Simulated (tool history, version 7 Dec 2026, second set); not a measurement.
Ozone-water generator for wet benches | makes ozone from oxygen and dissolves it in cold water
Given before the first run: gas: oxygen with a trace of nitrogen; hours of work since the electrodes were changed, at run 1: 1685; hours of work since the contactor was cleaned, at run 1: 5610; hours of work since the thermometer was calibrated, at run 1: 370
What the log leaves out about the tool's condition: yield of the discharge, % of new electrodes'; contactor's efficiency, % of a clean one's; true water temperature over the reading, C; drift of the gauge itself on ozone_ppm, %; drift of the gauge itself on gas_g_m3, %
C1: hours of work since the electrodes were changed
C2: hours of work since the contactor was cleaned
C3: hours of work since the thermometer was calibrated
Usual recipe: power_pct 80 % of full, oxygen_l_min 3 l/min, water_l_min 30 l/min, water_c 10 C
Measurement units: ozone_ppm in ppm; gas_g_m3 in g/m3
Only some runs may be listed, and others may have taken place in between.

run 1 hour=0 | power_pct=80 oxygen_l_min=3 water_l_min=30 water_c=10 | C1=1685 C2=5610 C3=370 | ozone_ppm=12.7 gas_g_m3=268.8
run 2 hour=61.8 | power_pct=80 oxygen_l_min=3 water_l_min=30 water_c=10 | C1=1736 C2=5661 C3=421 | ozone_ppm=12.6 gas_g_m3=267
run 3 hour=133 | power_pct=80 oxygen_l_min=3 water_l_min=30 water_c=10 | C1=1795 C2=5720 C3=480 | ozone_ppm=12.3 gas_g_m3=266.7
run 4 hour=205.9 | power_pct=45 oxygen_l_min=3 water_l_min=30 water_c=10 | C1=1856 C2=5781 C3=540 | ozone_ppm=8.4 gas_g_m3=178.8
run 5 hour=282.1 | power_pct=45 oxygen_l_min=3 water_l_min=30 water_c=10 | C1=1919 C2=5844 C3=604 | ozone_ppm=8.5 gas_g_m3=177.3
run 6 hour=340.6 | power_pct=45 oxygen_l_min=3 water_l_min=30 water_c=10 | C1=1968 C2=5892 C3=652 | ozone_ppm=8.1 gas_g_m3=179.8
run 7 hour=402.9 | power_pct=45 oxygen_l_min=3 water_l_min=30 water_c=10 | C1=2019 C2=5944 C3=704 | ozone_ppm=8.3 gas_g_m3=179.6
run 8 hour=469 | power_pct=45 oxygen_l_min=3 water_l_min=30 water_c=10 | C1=2074 C2=5999 C3=759 | ozone_ppm=8.4 gas_g_m3=177.5
run 9 hour=520.3 | power_pct=45 oxygen_l_min=3 water_l_min=30 water_c=10 | C1=2117 C2=6041 C3=801 | ozone_ppm=8.3 gas_g_m3=179.6
-- hour=528.2 contactor cleaned
run 10 hour=556.5 | power_pct=80 oxygen_l_min=3 water_l_min=30 water_c=10 | C1=2144 C2=23 C3=828 | ozone_ppm=12.2 gas_g_m3=267.1
run 11 hour=633.3 | power_pct=80 oxygen_l_min=3 water_l_min=30 water_c=10 | C1=2207 C2=87 C3=892 | ozone_ppm=11.7 gas_g_m3=268.3
run 12 hour=680.9 | power_pct=89 oxygen_l_min=5.17 water_l_min=19 water_c=5 | C1=2247 C2=127 C3=931 | ozone_ppm=26 gas_g_m3=242.7
run 13 hour=716.2 | power_pct=89 oxygen_l_min=5.17 water_l_min=19 water_c=5 | C1=2276 C2=156 C3=961 | ozone_ppm=25.9 gas_g_m3=243.2
run 14 hour=785.6 | power_pct=64 oxygen_l_min=3 water_l_min=23 water_c=10 | C1=2334 C2=214 C3=1018 | ozone_ppm=13.5 gas_g_m3=227
run 15 hour=818.5 | power_pct=72 oxygen_l_min=4.99 water_l_min=30 water_c=12 | C1=2361 C2=241 C3=1045 | ozone_ppm=13.3 gas_g_m3=208.6
run 16 hour=854.8 | power_pct=80 oxygen_l_min=3 water_l_min=34 water_c=11 | C1=2391 C2=271 C3=1076 | ozone_ppm=10.2 gas_g_m3=267.1
run 17 hour=911.5 | power_pct=74 oxygen_l_min=3 water_l_min=30 water_c=10 | C1=2438 C2=318 C3=1123 | ozone_ppm=11.2 gas_g_m3=250.5
-- hour=951.2 contactor cleaned, once more
run 18 hour=979 | power_pct=81 oxygen_l_min=2.58 water_l_min=47 water_c=6 | C1=2491 C2=23 C3=1175 | ozone_ppm=7.8 gas_g_m3=280.3
run 19 hour=1036.5 | power_pct=79 oxygen_l_min=2.58 water_l_min=25 water_c=15 | C1=2539 C2=71 C3=1223 | ozone_ppm=14.3 gas_g_m3=276.6

Expected results for the next run?
run 20 hour=1076.2 | power_pct=79 oxygen_l_min=2.58 water_l_min=25 water_c=15 | C1=2571 C2=104 C3=1256 | ozone_ppm=? gas_g_m3=?

Logged for run 20: ozone_ppm 14.2 ppm, gas_g_m3 279.5 g/m3.
The same run, on a tool lacking any hidden state, would have yielded ozone_ppm 14.7 ppm, gas_g_m3 286.5 g/m3.

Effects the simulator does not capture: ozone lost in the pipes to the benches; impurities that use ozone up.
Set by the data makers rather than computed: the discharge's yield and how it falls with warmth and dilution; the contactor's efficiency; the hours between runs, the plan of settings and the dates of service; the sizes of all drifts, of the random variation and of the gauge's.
